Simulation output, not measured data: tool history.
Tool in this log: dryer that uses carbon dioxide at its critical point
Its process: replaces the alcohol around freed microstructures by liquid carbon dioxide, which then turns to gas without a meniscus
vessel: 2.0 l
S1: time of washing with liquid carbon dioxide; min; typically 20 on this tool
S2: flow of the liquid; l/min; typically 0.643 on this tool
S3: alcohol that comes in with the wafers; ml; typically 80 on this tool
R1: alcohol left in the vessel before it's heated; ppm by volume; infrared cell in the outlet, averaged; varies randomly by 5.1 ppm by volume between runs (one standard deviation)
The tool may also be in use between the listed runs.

run 1 hour=0 | S1=20 S2=0.643 S3=80 | R1=131
run 2 hour=71.5 | S1=20 S2=0.643 S3=80 | R1=142
run 3 hour=119.5 | S1=20 S2=0.643 S3=80 | R1=154
run 4 hour=182.7 | S1=25 S2=0.643 S3=80 | R1=91
run 5 hour=240.3 | S1=25 S2=0.643 S3=80 | R1=94
run 6 hour=269.9 | S1=25 S2=0.643 S3=80 | R1=96
run 7 hour=339.9 | S1=28 S2=0.49 S3=32 | R1=113
run 8 hour=410.4 | S1=28 S2=0.49 S3=32 | R1=120
run 9 hour=465.9 | S1=28 S2=0.49 S3=32 | R1=129
run 10 hour=508 | S1=20 S2=0.643 S3=36 | R1=149
run 11 hour=550.1 | S1=13 S2=0.849 S3=54 | R1=269

5 options for the next run, each taken on its own from the tool as it stands now. Forecast them:
run A hour=612.4 | S1=13 S2=1.072 S3=87 | R1=?
run B hour=612.4 | S1=26 S2=0.392 S3=23 | R1=?
run C hour=612.4 | S1=20 S2=0.643 S3=97 | R1=?
run D hour=612.4 | S1=21 S2=0.723 S3=23 | R1=?
run E hour=612.4 | S1=13 S2=0.849 S3=40 | R1=?

run=A R1=173
run=B R1=259
run=C R1=256
run=D R1=120
run=E R1=235
The same runs, with their run-to-run variation unchanged, on a tool lacking any hidden condition would have given:
run=A R1=38
run=B R1=98
run=C R1=80
run=D R1=14
run=E R1=81
